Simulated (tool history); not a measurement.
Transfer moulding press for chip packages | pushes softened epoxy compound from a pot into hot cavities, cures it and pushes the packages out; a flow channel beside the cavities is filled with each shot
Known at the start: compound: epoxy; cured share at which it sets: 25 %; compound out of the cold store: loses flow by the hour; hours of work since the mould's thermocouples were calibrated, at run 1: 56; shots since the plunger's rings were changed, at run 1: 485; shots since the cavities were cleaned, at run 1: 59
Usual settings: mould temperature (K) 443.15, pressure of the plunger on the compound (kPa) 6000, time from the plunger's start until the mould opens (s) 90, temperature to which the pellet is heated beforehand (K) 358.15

run     day  mould temperature (K)  pressure of the plunger on the compound (kPa)  time from the plunger's start until the mould opens (s)  temperature to which the pellet is heated beforehand (K)  hours of work since the mould's thermocouples were calibrated  shots since the plunger's rings were changed  shots since the cavities were cleaned  incoming compound's hours out of the cold store  length that the compound runs in the flow channel (mm)  greatest force on the pins that push the packages out (N)
  1   0.000                 443.15                                           6000                                                       90                                                    358.15                                                             56                                           485                                     59                                             17.5                                                     661                                                        660
  2   2.025                 443.15                                           6000                                                       90                                                    358.15                                                             76                                           883                                    457                                             15.1                                                     674                                                        887
      4.108  -- cavities cleaned with cleaning compound and waxed
  3   4.108                 443.15                                           4500                                                       90                                                    358.15                                                             96                                          1280                                      0                                             41.5                                                     483                                                        531
  4   6.350                 443.15                                           6000                                                       90                                                    350.15                                                            118                                          1722                                    442                                             15.3                                                     659                                                        907
      8.621  -- cavities cleaned with cleaning compound and waxed
  5   9.025                 443.15                                           6000                                                       90                                                    350.15                                                            143                                          2235                                     79                                             25.5                                                     611                                                        669
  6  11.892                 441.15                                           6000                                                       90                                                    350.15                                                            171                                          2800                                    644                                             47.2                                                     530                                                        968
     13.046  -- cavities cleaned with cleaning compound and waxed
  7  13.754                 441.15                                           6000                                                       90                                                    350.15                                                            189                                          3154                                    140                                              9.6                                                     676                                                        877
  8  15.967                 441.15                                           6000                                                       90                                                    350.15                                                            211                                          3589                                    575                                             46.1                                                     526                                                        939
     17.525  -- cavities cleaned with cleaning compound and waxed
  9  17.929                 443.15                                           6000                                                       90                                                    358.15                                                            229                                          3963                                     79                                             25.6                                                     591                                                        639
 10  19.671                 443.15                                           6000                                                       90                                                    358.15                                                            246                                          4306                                    422                                             15.7                                                     634                                                        825
     20.196  -- plunger's sealing rings changed
     22.071  -- cavities cleaned with cleaning compound and waxed
 11  22.396                 443.15                                           6000                                                       90                                                    358.15                                                            271                                           421                                     64                                             28.8                                                     618                                                        616
 12  25.358                 443.15                                           6000                                                       90                                                    358.15                                                            300                                          1004                                    647                                             42.1                                                     554                                                        790
     26.529  -- cavities cleaned with cleaning compound and waxed
 13  26.992                 443.15                                           6000                                                       90                                                    358.15                                                            316                                          1312                                     90                                             41.3                                                     557                                                        583
     27.221  -- mould's thermocouples calibrated
 14  29.142                 443.15                                           6000                                                       90                                                    358.15                                                             19                                          1719                                    497                                             47.9                                                     529                                                        720
 15  30.512                 441.15                                           7070                                                       85                                                    359.15                                                             32                                          1989                                    767                                             35.4                                                     626                                                       1060
     31.225  -- cavities cleaned with cleaning compound and waxed
 16  31.896                 449.15                                           7490                                                      108                                                    363.15                                                             45                                          2249                                    132                                             46.4                                                     578                                                        428
 17  34.058                 443.15                                           4610                                                       90                                                    360.15                                                             66                                          2674                                    557                                              9.7                                                     593                                                        831
     35.667  -- cavities cleaned with cleaning compound and waxed
 18  36.333                 447.15                                           4610                                                       90                                                    360.15                                                             88                                          3110                                    131                                             39.9                                                     474                                                        497
     37.092  -- mould's thermocouples calibrated, once more
 19  37.862                 447.15                                           4610                                                       90                                                    360.15                                                              8                                          3394                                    415                                             36.3                                                     480                                                        646
 20  39.467                 447.15                                           4610                                                       90                                                    360.15                                                             23                                          3710                                    731                                              8.1                                                     583                                                        684
     40.225  -- cavities cleaned with cleaning compound and waxed
 21  41.896                 447.15                                           4610                                                       90                                                    352.15                                                             46                                          4176                                    329                                             32.5                                                     493                                                        612
     42.925  -- plunger's sealing rings changed
 22  44.600                 435.15                                           6400                                                      127                                                    354.15                                                             72                                           329                                    840                                             29.0                                                     652                                                        744
     44.804  -- cavities cleaned with cleaning compound and waxed
 23  46.538                 439.15                                           6000                                                       85                                                    358.15                                                             90                                           698                                    341                                             42.0                                                     565                                                       1172
 24  48.496                 451.15                                           5960                                                       77                                                    355.15                                                            110                                          1083                                    726                                             19.4                                                     630                                                        778
     49.246  -- cavities cleaned with cleaning compound and waxed
 25  50.554                 443.15                                           7210                                                       90                                                    355.15                                                            129                                          1476                                    258                                              8.4                                                     760                                                        785
 26  52.083                 443.15                                           5800                                                      112                                                    366.15                                                            144                                          1777                                    559                                             12.9                                                     661                                                        564
 27  53.408                 437.15                                           5250                                                       90                                                    358.15                                                            157                                          2038                                    820                                             16.2                                                     621                                                       1464

Hidden state or all else? Some run-to-run changes of length that the compound runs in the flow channel (mm), split into what the settings, what came in and random variation would give without the hidden state, and what is left for the hidden state (with any gauge scatter that isn't in both results):
The hidden state here: true mould temperature over the reading, C; pressure that reaches the compound, % of what is set; grip of the stained cavities, % over clean ones'; drift of the gauge itself on flow_mm, %; drift of the gauge itself on push_out_n, %.
Run 2 -> 3: pressure of the plunger on the compound (kPa) 6000 -> 4500, cavities cleaned with cleaning compound and waxed. length that the compound runs in the flow channel (mm) -191: hidden state -1, all else -190.
Run 3 -> 4: pressure of the plunger on the compound (kPa) 4500 -> 6000, temperature to which the pellet is heated beforehand (K) 358.15 -> 350.15. length that the compound runs in the flow channel (mm) +176: hidden state -8, all else +184.
Run 10 -> 11: plunger's sealing rings changed, cavities cleaned with cleaning compound and waxed. length that the compound runs in the flow channel (mm) -16: hidden state +39, all else -55.
Run 21 -> 22: mould temperature (K) 447.15 -> 435.15, pressure of the plunger on the compound (kPa) 4610 -> 6400, time from the plunger's start until the mould opens (s) 90 -> 127, temperature to which the pellet is heated beforehand (K) 352.15 -> 354.15, plunger's sealing rings changed. length that the compound runs in the flow channel (mm) +159: hidden state +28, all else +131.
